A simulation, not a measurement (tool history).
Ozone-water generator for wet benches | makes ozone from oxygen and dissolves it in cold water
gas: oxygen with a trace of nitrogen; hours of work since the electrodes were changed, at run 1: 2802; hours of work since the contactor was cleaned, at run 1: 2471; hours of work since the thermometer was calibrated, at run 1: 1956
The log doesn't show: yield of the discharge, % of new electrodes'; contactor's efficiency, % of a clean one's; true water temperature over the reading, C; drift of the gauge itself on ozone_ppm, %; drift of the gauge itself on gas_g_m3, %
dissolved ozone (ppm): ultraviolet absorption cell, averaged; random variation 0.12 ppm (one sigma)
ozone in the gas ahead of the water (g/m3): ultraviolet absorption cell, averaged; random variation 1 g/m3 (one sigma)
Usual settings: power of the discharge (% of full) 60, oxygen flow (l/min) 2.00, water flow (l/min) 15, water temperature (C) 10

run      day  power of the discharge (% of full)  oxygen flow (l/min)  water flow (l/min)  water temperature (C)  hours of work since the electrodes were changed  hours of work since the contactor was cleaned  hours of work since the thermometer was calibrated  dissolved ozone (ppm)  ozone in the gas ahead of the water (g/m3)
  1    0.000                                  60                 2.00                  15                     10                                             2802                                           2471                                                1956                    9.9                                       168.6
  2    4.825                                  46                 2.00                  15                     10                                             2888                                           2557                                                2042                    8.7                                       145.7
  3    9.208                                  60                 2.00                  15                     10                                             2965                                           2634                                                2120                   10.1                                       166.7
  4   15.183                                  60                 2.00                  15                     10                                             3071                                           2740                                                2225                    9.9                                       167.6
  5   20.721                                  60                 2.00                  15                     10                                             3169                                           2838                                                2323                   10.1                                       166.0
  6   24.479                                  60                 2.00                  15                      5                                             3236                                           2905                                                2390                   10.5                                       166.1
  7   28.138                                  60                 2.00                  16                     10                                             3301                                           2969                                                2455                    9.0                                       164.9
  8   32.138                                  60                 1.21                  16                     10                                             3371                                           3040                                                2526                    7.6                                       205.2
  9   38.288                                  60                 2.00                  15                     10                                             3480                                           3149                                                2634                    9.8                                       165.9
 10   42.621                                  60                 2.00                  15                     10                                             3557                                           3226                                                2711                   10.0                                       163.9
 11   47.179                                  60                 2.00                  15                     10                                             3638                                           3307                                                2792                    9.8                                       164.9
 12   52.638                                  60                 1.37                  15                     10                                             3735                                           3403                                                2889                    8.4                                       195.2
 13   56.054                                  60                 2.00                  15                     10                                             3795                                           3464                                                2949                    9.9                                       164.2
 14   59.754                                  74                 1.33                  15                     10                                             3861                                           3529                                                3015                    9.4                                       218.3
 15   63.175                                  48                 2.26                  15                     13                                             3921                                           3590                                                3075                    8.5                                       139.2
 16   68.025                                  48                 2.26                  12                     12                                             4007                                           3676                                                3161                   11.0                                       137.6
 17   72.917                                  60                 2.00                  13                      8                                             4094                                           3762                                                3248                   11.5                                       163.5
 18   77.683                                  81                 2.00                  15                      8                                             4178                                           3847                                                3332                   11.5                                       188.1
 19   81.458                                  94                 1.55                   9                      8                                             4245                                           3914                                                3399                   19.7                                       226.1
      82.033  -- water thermometer calibrated
 20   86.383                                  94                 1.88                   9                      8                                             4332                                           4001                                                  77                   20.4                                       209.9
 21   90.842                                  94                 1.88                   9                      8                                             4411                                           4080                                                 156                   20.6                                       208.9
 22   94.129                                  41                 1.03                  14                     15                                             4469                                           4138                                                 214                    6.4                                       177.7
      98.021  -- water thermometer calibrated, once more
 23   99.312                                  60                 2.49                  14                     10                                             4560                                           4229                                                  23                   10.8                                       145.2
 24  104.662                                  60                 1.68                  15                     10                                             4655                                           4324                                                 118                    8.8                                       172.4
 25  108.225                                  47                 2.64                  16                      6                                             4718                                           4387                                                 181                    8.8                                       124.5
 26  112.558                                  60                 3.00                  15                      8                                             4795                                           4464                                                 257                   10.8                                       133.6

Measured less the same run without the tool's hidden state. The same run-to-run variation is in both; the gauge's scatter may not be:
run  dissolved ozone (ppm)  ozone in the gas ahead of the water (g/m3)
  1                   -0.8                                       -10.5
  2                   -0.7                                        -7.9
  3                   -0.9                                       -11.1
  4                   -0.9                                       -11.6
  5                   -0.9                                       -12.0
  6                   -1.1                                       -12.4
  7                   -0.9                                       -12.5
  8                   -0.8                                       -16.0
  9                   -1.1                                       -13.4
 10                   -1.1                                       -13.7
 11                   -1.2                                       -14.0
 12                   -1.0                                       -17.2
 13                   -1.2                                       -14.8
 14                   -1.3                                       -22.5
 15                   -0.9                                       -11.3
 16                   -1.3                                       -11.4
 17                   -1.5                                       -16.1
 18                   -1.8                                       -22.4
 19                   -3.1                                       -29.8
 20                   -3.4                                       -28.3
 21                   -3.5                                       -28.7
 22                   -0.7                                       -14.9
 23                   -1.6                                       -16.2
 24                   -1.4                                       -19.9
 25                   -1.2                                       -12.4
 26                   -1.7                                       -16.0
